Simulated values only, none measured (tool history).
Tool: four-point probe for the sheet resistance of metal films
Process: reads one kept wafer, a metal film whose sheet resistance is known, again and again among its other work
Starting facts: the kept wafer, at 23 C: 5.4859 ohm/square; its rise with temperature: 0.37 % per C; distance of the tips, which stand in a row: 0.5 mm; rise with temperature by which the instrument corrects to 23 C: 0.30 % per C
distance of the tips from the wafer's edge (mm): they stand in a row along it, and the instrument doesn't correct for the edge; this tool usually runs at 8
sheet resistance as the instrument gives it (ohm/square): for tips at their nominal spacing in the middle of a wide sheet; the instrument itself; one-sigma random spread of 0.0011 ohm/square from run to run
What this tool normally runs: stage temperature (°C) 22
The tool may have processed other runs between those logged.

run,day,stage temperature (°C),distance of the tips from the wafer's edge (mm),sheet resistance as the instrument gives it (ohm/square)
1,0.000,22,8,5.454983
2,2.146,22,8,5.453584
# day 4.233: stage's thermometer calibrated
3,4.508,22,8,5.460701
4,6.812,22,6,5.468622
5,9.279,22,6,5.465872
6,11.558,21,7,5.457437
7,14.571,21,7,5.455995

Predict the results of run 8:
8,17.058,18,39,?

{"run 8": {"sheet resistance as the instrument gives it (ohm/square)": 5.429511}}
Without the tool's hidden state the same run would have given sheet resistance as the instrument gives it (ohm/square) 5.466659.
